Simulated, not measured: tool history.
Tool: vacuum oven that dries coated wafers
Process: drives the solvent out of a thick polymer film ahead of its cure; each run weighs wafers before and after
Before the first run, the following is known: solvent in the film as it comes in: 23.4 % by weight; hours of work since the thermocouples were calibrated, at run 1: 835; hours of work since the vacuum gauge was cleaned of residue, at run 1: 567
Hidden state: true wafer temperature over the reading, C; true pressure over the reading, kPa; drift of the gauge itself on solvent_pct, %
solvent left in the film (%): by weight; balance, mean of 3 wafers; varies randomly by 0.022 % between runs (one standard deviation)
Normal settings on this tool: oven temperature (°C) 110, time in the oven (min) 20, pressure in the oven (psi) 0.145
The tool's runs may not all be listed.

run    hour  oven temperature (°C)  time in the oven (min)  pressure in the oven (psi)  hours of work since the thermocouples were calibrated  hours of work since the vacuum gauge was cleaned of residue  solvent left in the film (%)
  1       0                    110                      20                       0.145                                                    835                                                          567                           5.9
  2    46.6                    110                      20                       0.145                                                    868                                                          600                          5.92
  3   137.9                     97                      20                       0.145                                                    934                                                          666                          9.75
  4   202.9                     97                      20                       0.145                                                    981                                                          713                          9.74
  5   272.4                     97                      20                       0.145                                                   1031                                                          764                          9.75
  6     344                    110                      20                       0.145                                                   1083                                                          815                          5.96
  7   439.7                    110                      20                       0.106                                                   1152                                                          884                          5.86
  8   515.4                    110                      20                       0.106                                                   1207                                                          939                           5.9
  9   605.1                    110                      20                       0.106                                                   1272                                                         1004                          5.88
      629.3  -- oven's thermocouples calibrated
 10   685.4                    110                      20                       0.106                                                     41                                                         1060                          5.79
 11   750.6                    110                      20                       0.106                                                     88                                                         1107                          5.77
 12   833.4                    110                      21                       0.296                                                    147                                                         1167                           5.9
 13   922.7                    110                      21                       0.296                                                    212                                                         1232                          5.95
 14    1024                    110                      13                       0.174                                                    285                                                         1305                          8.91
 15  1092.1                    107                      14                       0.529                                                    334                                                         1354                          9.96
 16  1149.6                     99                      20                       0.293                                                    376                                                         1395                          9.63

How the hidden state differs across the entries between the runs, from the last listed run before each to the first after it:
After run 9, before run 10: oven's thermocouples calibrated (hour 629.3)
  true wafer temperature over the reading, C: -0.92 -> -0.26; true pressure over the reading, kPa: 0.476 -> 0.501
  difference, measured minus the result without the unlogged condition, solvent left in the film (%): +0.41 -> +0.23

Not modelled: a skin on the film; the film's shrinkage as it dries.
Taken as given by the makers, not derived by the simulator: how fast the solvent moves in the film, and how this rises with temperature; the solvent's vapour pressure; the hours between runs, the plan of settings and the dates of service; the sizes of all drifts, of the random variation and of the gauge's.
